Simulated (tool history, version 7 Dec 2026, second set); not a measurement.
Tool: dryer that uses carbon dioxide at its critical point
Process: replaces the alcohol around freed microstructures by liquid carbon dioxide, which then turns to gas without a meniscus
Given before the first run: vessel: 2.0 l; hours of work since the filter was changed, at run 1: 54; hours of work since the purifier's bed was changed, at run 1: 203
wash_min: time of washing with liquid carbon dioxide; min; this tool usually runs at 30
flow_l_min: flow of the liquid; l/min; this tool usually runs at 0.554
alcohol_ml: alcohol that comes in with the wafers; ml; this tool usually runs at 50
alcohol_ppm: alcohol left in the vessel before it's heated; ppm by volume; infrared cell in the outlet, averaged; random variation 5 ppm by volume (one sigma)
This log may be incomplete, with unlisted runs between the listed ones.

run   hour  wash_min  flow_l_min  alcohol_ml  hours of work since the filter was changed  hours of work since the purifier's bed was changed  alcohol_ppm
  1    0.0        30       0.554          50                                          54                                                 203           86
  2   30.8        30       0.554          50                                          63                                                 213           97
  3   59.4        18       0.554          50                                          72                                                 221          495
  4   90.6        30       0.554          50                                          82                                                 231           88
  5  117.9        30       0.554          50                                          90                                                 240          106
  6  149.1        30       0.554          50                                         100                                                 249          102
  7  175.8        30       0.554          50                                         108                                                 258           99
  8  195.8        30       0.824          50                                         114                                                 264           80
  9  219.2        30       0.824          50                                         122                                                 271           82
 10  234.3        30       0.824          50                                         126                                                 276           77
 11  265.6        30       0.824          50                                         136                                                 285           97
 12  300.2        30       0.824          50                                         147                                                 296           89
 13  322.2        30       0.554          75                                         154                                                 303          141
 14  358.4        18       0.814          75                                         165                                                 314          232
 15  385.9        19       0.765          50                                         173                                                 323          185
 16  411.3        37       0.874          48                                         181                                                 331           91
 17  444.2        20       0.874          48                                         192                                                 341          129
 18  463.5        25       0.643          50                                         198                                                 347          154
 19  494.3        25       0.643          50                                         207                                                 357          156
 20  528.7        30       0.383          50                                         218                                                 367          413
 21  554.0        20       0.554          35                                         226                                                 375          384

Below are 5 alternative next runs, each starting from the tool's condition after run 21. Predict each:
  A  577.0        19       0.554          26                                         233                                                 382            ?
  B  577.0        37       0.822          42                                         233                                                 382            ?
  C  577.0        41       0.496          43                                         233                                                 382            ?
  D  577.0        20       0.621          88                                         233                                                 382            ?
  E  577.0        44       0.353          96                                         233                                                 382            ?

run  alcohol_ppm
  A          351
  B          113
  C          108
  D          544
  E          246
Had the tool no hidden state, the same runs would have come out as:
run  alcohol_ppm
  A          143
  B            9
  C            1
  D          237
  E           65

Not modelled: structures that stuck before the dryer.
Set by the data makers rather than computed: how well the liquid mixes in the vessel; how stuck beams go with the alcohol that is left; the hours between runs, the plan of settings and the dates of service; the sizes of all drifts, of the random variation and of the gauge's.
